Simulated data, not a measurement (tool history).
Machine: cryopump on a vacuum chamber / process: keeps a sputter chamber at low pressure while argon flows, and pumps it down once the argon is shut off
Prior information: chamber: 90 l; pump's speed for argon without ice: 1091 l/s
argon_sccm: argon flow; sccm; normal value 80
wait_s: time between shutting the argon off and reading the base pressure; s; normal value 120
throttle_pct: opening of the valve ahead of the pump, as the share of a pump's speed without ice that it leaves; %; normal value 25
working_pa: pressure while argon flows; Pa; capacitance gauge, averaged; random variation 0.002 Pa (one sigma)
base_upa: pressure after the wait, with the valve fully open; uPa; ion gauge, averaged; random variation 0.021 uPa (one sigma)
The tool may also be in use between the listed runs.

run     day  argon_sccm  wait_s  throttle_pct  working_pa  base_upa
  1       0          80     120            25      0.5396      2.11
      0.779  -- pump warmed up, emptied and cooled again
  2   1.292          80     120            25      0.4947      1.66
  3    2.65          80     120            25      0.4982      1.68
  4   3.792          80     120            17      0.7331      1.77
  5   5.604          80     120            17      0.7374      1.73
  6   7.467          80     134            25      0.5045      1.74
  7   9.017          80     134            25      0.5051      1.75
  8  11.083          80     134            25      0.5062      1.75
  9  12.283          80     120            25      0.5076      1.75
 10  14.179          80      91            25       0.507      1.92
 11      16          80      91            25      0.5092      1.96
 12  17.875          80      91            25      0.5088      1.98
 13  19.621          80      91            25        0.51      2.05
 14  21.312          80      91            25      0.5101      2.02
 15  22.379          41      47            25      0.2599      2.35
 16  23.838          41      47            25       0.264      2.37
 17  24.888          36     119            37      0.1588      2.07
 18  26.871         143      57            16      1.4223      2.32
 19  28.054          80      23            29      0.4505      3.03
 20  29.808          33     272            18      0.2927      1.95
 21  32.104          33     272            18      0.2943      2.05
 22  34.279          65     120            19      0.5581      2.18
 23  35.954          65     120            19      0.5555       2.2
 24  37.229          33     173            58         0.1      2.22
 25  39.038          32      23            19      0.2708      3.27
 26  40.167          85      90            19      0.7241      2.45
 27    42.1          85      90            19      0.7328      2.43
 28  44.062          85      90            19      0.7354      2.53

Predict each of these 4 candidate next runs independently; none follows another, all start after run 28:
  A  45.433          58      51            42           ?         ?
  B  45.433         109      84            24           ?         ?
  C  45.433          80     205            25           ?         ?
  D  45.433         159     120            25           ?         ?

run  working_pa  base_upa
  A      0.2399      2.81
  B      0.7543      2.49
  C      0.5327      2.37
  D       1.064      2.45
Without the tool's unlogged condition, the same runs would have read:
run  working_pa  base_upa
  A      0.2138      0.87
  B      0.7051      0.58
  C      0.4967      0.42
  D       0.992       0.5
